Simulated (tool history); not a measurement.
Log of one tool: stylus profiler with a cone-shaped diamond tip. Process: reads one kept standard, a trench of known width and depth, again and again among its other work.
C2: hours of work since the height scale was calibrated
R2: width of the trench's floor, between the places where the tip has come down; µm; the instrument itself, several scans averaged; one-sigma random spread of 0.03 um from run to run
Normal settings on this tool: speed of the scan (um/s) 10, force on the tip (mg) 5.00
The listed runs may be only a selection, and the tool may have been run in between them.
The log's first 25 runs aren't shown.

run 26 hour=1762.5 | speed_of_the_scan_(um/s)=40 force_on_the_tip_(mg)=2.40 | scans_with_this_tip=5302 C2=661 | depth_of_the_trench_(nm)=202.92 R2=97.16
run 27 hour=1842.0 | speed_of_the_scan_(um/s)=40 force_on_the_tip_(mg)=2.40 | scans_with_this_tip=5709 C2=712 | depth_of_the_trench_(nm)=202.82 R2=97.04
run 28 hour=1898.6 | speed_of_the_scan_(um/s)=12 force_on_the_tip_(mg)=12.31 | scans_with_this_tip=5999 C2=748 | depth_of_the_trench_(nm)=209.27 R2=97.18
-- hour=1991.9 height scale calibrated on a step standard
run 29 hour=1995.5 | speed_of_the_scan_(um/s)=12 force_on_the_tip_(mg)=12.31 | scans_with_this_tip=6492 C2=2 | depth_of_the_trench_(nm)=209.93 R2=97.08
run 30 hour=2040.3 | speed_of_the_scan_(um/s)=34 force_on_the_tip_(mg)=1.75 | scans_with_this_tip=6720 C2=31 | depth_of_the_trench_(nm)=202.80 R2=96.94
run 31 hour=2135.1 | speed_of_the_scan_(um/s)=34 force_on_the_tip_(mg)=1.75 | scans_with_this_tip=7206 C2=91 | depth_of_the_trench_(nm)=202.55 R2=96.84
run 32 hour=2212.4 | speed_of_the_scan_(um/s)=20 force_on_the_tip_(mg)=11.57 | scans_with_this_tip=7601 C2=141 | depth_of_the_trench_(nm)=209.33 R2=96.86
run 33 hour=2260.9 | speed_of_the_scan_(um/s)=20 force_on_the_tip_(mg)=11.57 | scans_with_this_tip=7849 C2=171 | depth_of_the_trench_(nm)=209.36 R2=96.92
run 34 hour=2314.8 | speed_of_the_scan_(um/s)=4 force_on_the_tip_(mg)=5.38 | scans_with_this_tip=8125 C2=206 | depth_of_the_trench_(nm)=205.53 R2=96.89
run 35 hour=2375.7 | speed_of_the_scan_(um/s)=29 force_on_the_tip_(mg)=9.18 | scans_with_this_tip=8436 C2=245 | depth_of_the_trench_(nm)=207.82 R2=96.80
run 36 hour=2454.1 | speed_of_the_scan_(um/s)=29 force_on_the_tip_(mg)=9.18 | scans_with_this_tip=8837 C2=295 | depth_of_the_trench_(nm)=207.82 R2=96.77
-- hour=2492.6 new tip fitted, height scale calibrated
run 37 hour=2514.0 | speed_of_the_scan_(um/s)=31 force_on_the_tip_(mg)=13.44 | scans_with_this_tip=110 C2=14 | depth_of_the_trench_(nm)=210.44 R2=98.19
run 38 hour=2603.2 | speed_of_the_scan_(um/s)=31 force_on_the_tip_(mg)=13.44 | scans_with_this_tip=566 C2=71 | depth_of_the_trench_(nm)=210.23 R2=98.12
run 39 hour=2704.8 | speed_of_the_scan_(um/s)=31 force_on_the_tip_(mg)=13.44 | scans_with_this_tip=1086 C2=135 | depth_of_the_trench_(nm)=210.47 R2=97.96
run 40 hour=2766.5 | speed_of_the_scan_(um/s)=31 force_on_the_tip_(mg)=13.44 | scans_with_this_tip=1401 C2=175 | depth_of_the_trench_(nm)=210.15 R2=97.97
run 41 hour=2859.7 | speed_of_the_scan_(um/s)=2 force_on_the_tip_(mg)=1.91 | scans_with_this_tip=1878 C2=234 | depth_of_the_trench_(nm)=202.61 R2=97.87
run 42 hour=2960.5 | speed_of_the_scan_(um/s)=31 force_on_the_tip_(mg)=2.68 | scans_with_this_tip=2394 C2=298 | depth_of_the_trench_(nm)=203.28 R2=97.66
run 43 hour=3037.5 | speed_of_the_scan_(um/s)=4 force_on_the_tip_(mg)=8.39 | scans_with_this_tip=2787 C2=347 | depth_of_the_trench_(nm)=207.28 R2=97.71
run 44 hour=3100.5 | speed_of_the_scan_(um/s)=5 force_on_the_tip_(mg)=4.98 | scans_with_this_tip=3110 C2=388 | depth_of_the_trench_(nm)=205.01 R2=97.65
run 45 hour=3153.2 | speed_of_the_scan_(um/s)=5 force_on_the_tip_(mg)=4.98 | scans_with_this_tip=3379 C2=421 | depth_of_the_trench_(nm)=204.99 R2=97.63

Alternative continuations, all from the tool just after run 45; predict every row:
run A hour=3246.6 | speed_of_the_scan_(um/s)=36 force_on_the_tip_(mg)=7.57 | scans_with_this_tip=3857 C2=481 | depth_of_the_trench_(nm)=? R2=?
run B hour=3246.6 | speed_of_the_scan_(um/s)=5 force_on_the_tip_(mg)=4.53 | scans_with_this_tip=3857 C2=481 | depth_of_the_trench_(nm)=? R2=?
run C hour=3246.6 | speed_of_the_scan_(um/s)=19 force_on_the_tip_(mg)=2.26 | scans_with_this_tip=3857 C2=481 | depth_of_the_trench_(nm)=? R2=?
run D hour=3246.6 | speed_of_the_scan_(um/s)=21 force_on_the_tip_(mg)=5.00 | scans_with_this_tip=3857 C2=481 | depth_of_the_trench_(nm)=? R2=?
run E hour=3246.6 | speed_of_the_scan_(um/s)=5 force_on_the_tip_(mg)=4.98 | scans_with_this_tip=3857 C2=481 | depth_of_the_trench_(nm)=? R2=?

run=A depth_of_the_trench_(nm)=206.81 R2=97.46
run=B depth_of_the_trench_(nm)=204.61 R2=97.55
run=C depth_of_the_trench_(nm)=202.72 R2=97.44
run=D depth_of_the_trench_(nm)=205.03 R2=97.46
run=E depth_of_the_trench_(nm)=204.88 R2=97.58
What these runs would have given with no unlogged condition in the tool:
run=A depth_of_the_trench_(nm)=207.31 R2=98.19
run=B depth_of_the_trench_(nm)=205.10 R2=98.28
run=C depth_of_the_trench_(nm)=203.21 R2=98.18
run=D depth_of_the_trench_(nm)=205.52 R2=98.20
run=E depth_of_the_trench_(nm)=205.37 R2=98.31
